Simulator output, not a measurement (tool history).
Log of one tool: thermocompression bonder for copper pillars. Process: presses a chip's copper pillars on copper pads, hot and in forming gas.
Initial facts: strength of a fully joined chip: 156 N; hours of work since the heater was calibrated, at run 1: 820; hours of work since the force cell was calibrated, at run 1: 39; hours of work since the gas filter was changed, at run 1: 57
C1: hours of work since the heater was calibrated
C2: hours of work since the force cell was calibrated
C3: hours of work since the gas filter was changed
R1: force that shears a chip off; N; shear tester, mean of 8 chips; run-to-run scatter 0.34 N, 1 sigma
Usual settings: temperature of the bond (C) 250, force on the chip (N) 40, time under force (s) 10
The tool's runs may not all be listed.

run 1 day=0.000 | temperature_of_the_bond_(C)=250 force_on_the_chip_(N)=40 time_under_force_(s)=10 | C1=820 C2=39 C3=57 | R1=85.6
run 2 day=0.400 | temperature_of_the_bond_(C)=250 force_on_the_chip_(N)=40 time_under_force_(s)=10 | C1=825 C2=44 C3=62 | R1=85.2
run 3 day=0.900 | temperature_of_the_bond_(C)=250 force_on_the_chip_(N)=40 time_under_force_(s)=10 | C1=831 C2=50 C3=68 | R1=85.2
run 4 day=1.442 | temperature_of_the_bond_(C)=250 force_on_the_chip_(N)=40 time_under_force_(s)=10 | C1=838 C2=57 C3=75 | R1=85.2
run 5 day=1.958 | temperature_of_the_bond_(C)=250 force_on_the_chip_(N)=40 time_under_force_(s)=22 | C1=844 C2=63 C3=81 | R1=107.7
run 6 day=2.400 | temperature_of_the_bond_(C)=250 force_on_the_chip_(N)=40 time_under_force_(s)=22 | C1=850 C2=69 C3=87 | R1=107.0
run 7 day=2.742 | temperature_of_the_bond_(C)=250 force_on_the_chip_(N)=40 time_under_force_(s)=22 | C1=854 C2=73 C3=91 | R1=107.9
run 8 day=3.117 | temperature_of_the_bond_(C)=250 force_on_the_chip_(N)=40 time_under_force_(s)=22 | C1=858 C2=78 C3=96 | R1=107.3
run 9 day=3.562 | temperature_of_the_bond_(C)=250 force_on_the_chip_(N)=40 time_under_force_(s)=22 | C1=864 C2=83 C3=101 | R1=106.9
run 10 day=3.925 | temperature_of_the_bond_(C)=250 force_on_the_chip_(N)=40 time_under_force_(s)=22 | C1=868 C2=88 C3=106 | R1=106.6
run 11 day=4.238 | temperature_of_the_bond_(C)=250 force_on_the_chip_(N)=40 time_under_force_(s)=22 | C1=872 C2=91 C3=109 | R1=106.6
run 12 day=4.612 | temperature_of_the_bond_(C)=250 force_on_the_chip_(N)=40 time_under_force_(s)=22 | C1=877 C2=96 C3=114 | R1=107.3
run 13 day=5.117 | temperature_of_the_bond_(C)=250 force_on_the_chip_(N)=58 time_under_force_(s)=22 | C1=883 C2=102 C3=120 | R1=131.9
run 14 day=5.629 | temperature_of_the_bond_(C)=250 force_on_the_chip_(N)=58 time_under_force_(s)=22 | C1=890 C2=109 C3=127 | R1=132.4
run 15 day=6.154 | temperature_of_the_bond_(C)=250 force_on_the_chip_(N)=40 time_under_force_(s)=10 | C1=896 C2=115 C3=133 | R1=84.5
run 16 day=6.583 | temperature_of_the_bond_(C)=250 force_on_the_chip_(N)=40 time_under_force_(s)=10 | C1=901 C2=120 C3=139 | R1=84.5
run 17 day=6.908 | temperature_of_the_bond_(C)=234 force_on_the_chip_(N)=40 time_under_force_(s)=10 | C1=905 C2=124 C3=143 | R1=73.8
run 18 day=7.325 | temperature_of_the_bond_(C)=234 force_on_the_chip_(N)=40 time_under_force_(s)=10 | C1=911 C2=130 C3=148 | R1=73.3
run 19 day=7.562 | temperature_of_the_bond_(C)=240 force_on_the_chip_(N)=40 time_under_force_(s)=10 | C1=913 C2=133 C3=151 | R1=77.3
run 20 day=7.996 | temperature_of_the_bond_(C)=236 force_on_the_chip_(N)=40 time_under_force_(s)=10 | C1=919 C2=138 C3=156 | R1=74.9
run 21 day=8.242 | temperature_of_the_bond_(C)=236 force_on_the_chip_(N)=33 time_under_force_(s)=10 | C1=922 C2=141 C3=159 | R1=61.3
run 22 day=8.608 | temperature_of_the_bond_(C)=227 force_on_the_chip_(N)=40 time_under_force_(s)=18 | C1=926 C2=146 C3=164 | R1=84.3
run 23 day=9.017 | temperature_of_the_bond_(C)=227 force_on_the_chip_(N)=40 time_under_force_(s)=18 | C1=931 C2=151 C3=169 | R1=84.4
run 24 day=9.375 | temperature_of_the_bond_(C)=250 force_on_the_chip_(N)=49 time_under_force_(s)=7 | C1=936 C2=155 C3=173 | R1=89.0
-- day=9.488 force cell calibrated
run 25 day=9.938 | temperature_of_the_bond_(C)=250 force_on_the_chip_(N)=49 time_under_force_(s)=7 | C1=942 C2=6 C3=179 | R1=89.3
run 26 day=10.300 | temperature_of_the_bond_(C)=250 force_on_the_chip_(N)=49 time_under_force_(s)=7 | C1=947 C2=10 C3=184 | R1=89.0
run 27 day=10.533 | temperature_of_the_bond_(C)=250 force_on_the_chip_(N)=36 time_under_force_(s)=12 | C1=949 C2=13 C3=187 | R1=81.9
run 28 day=11.029 | temperature_of_the_bond_(C)=250 force_on_the_chip_(N)=27 time_under_force_(s)=19 | C1=956 C2=19 C3=193 | R1=73.2
-- day=11.267 force cell calibrated, once more
run 29 day=11.504 | temperature_of_the_bond_(C)=250 force_on_the_chip_(N)=27 time_under_force_(s)=19 | C1=961 C2=3 C3=198 | R1=73.2
run 30 day=12.025 | temperature_of_the_bond_(C)=250 force_on_the_chip_(N)=27 time_under_force_(s)=19 | C1=967 C2=9 C3=204 | R1=72.6
run 31 day=12.442 | temperature_of_the_bond_(C)=243 force_on_the_chip_(N)=39 time_under_force_(s)=10 | C1=972 C2=15 C3=210 | R1=77.9
run 32 day=12.721 | temperature_of_the_bond_(C)=243 force_on_the_chip_(N)=39 time_under_force_(s)=10 | C1=976 C2=18 C3=213 | R1=77.3
run 33 day=13.054 | temperature_of_the_bond_(C)=230 force_on_the_chip_(N)=48 time_under_force_(s)=10 | C1=980 C2=22 C3=217 | R1=83.1
run 34 day=13.279 | temperature_of_the_bond_(C)=250 force_on_the_chip_(N)=40 time_under_force_(s)=10 | C1=983 C2=25 C3=220 | R1=84.1
run 35 day=13.642 | temperature_of_the_bond_(C)=275 force_on_the_chip_(N)=32 time_under_force_(s)=28 | C1=987 C2=29 C3=224 | R1=112.1

Each row is a separate what-if for the run after 35, all from the same tool condition, not one after another. Results?
run A day=14.046 | temperature_of_the_bond_(C)=266 force_on_the_chip_(N)=40 time_under_force_(s)=28 | C1=992 C2=34 C3=229 | R1=?
run B day=14.046 | temperature_of_the_bond_(C)=270 force_on_the_chip_(N)=54 time_under_force_(s)=16 | C1=992 C2=34 C3=229 | R1=?
run C day=14.046 | temperature_of_the_bond_(C)=261 force_on_the_chip_(N)=31 time_under_force_(s)=15 | C1=992 C2=34 C3=229 | R1=?

run=A R1=122.1
run=B R1=129.7
run=C R1=84.1
Without the tool's unlogged condition, the same runs would have read:
run=A R1=121.8
run=B R1=130.3
run=C R1=81.9

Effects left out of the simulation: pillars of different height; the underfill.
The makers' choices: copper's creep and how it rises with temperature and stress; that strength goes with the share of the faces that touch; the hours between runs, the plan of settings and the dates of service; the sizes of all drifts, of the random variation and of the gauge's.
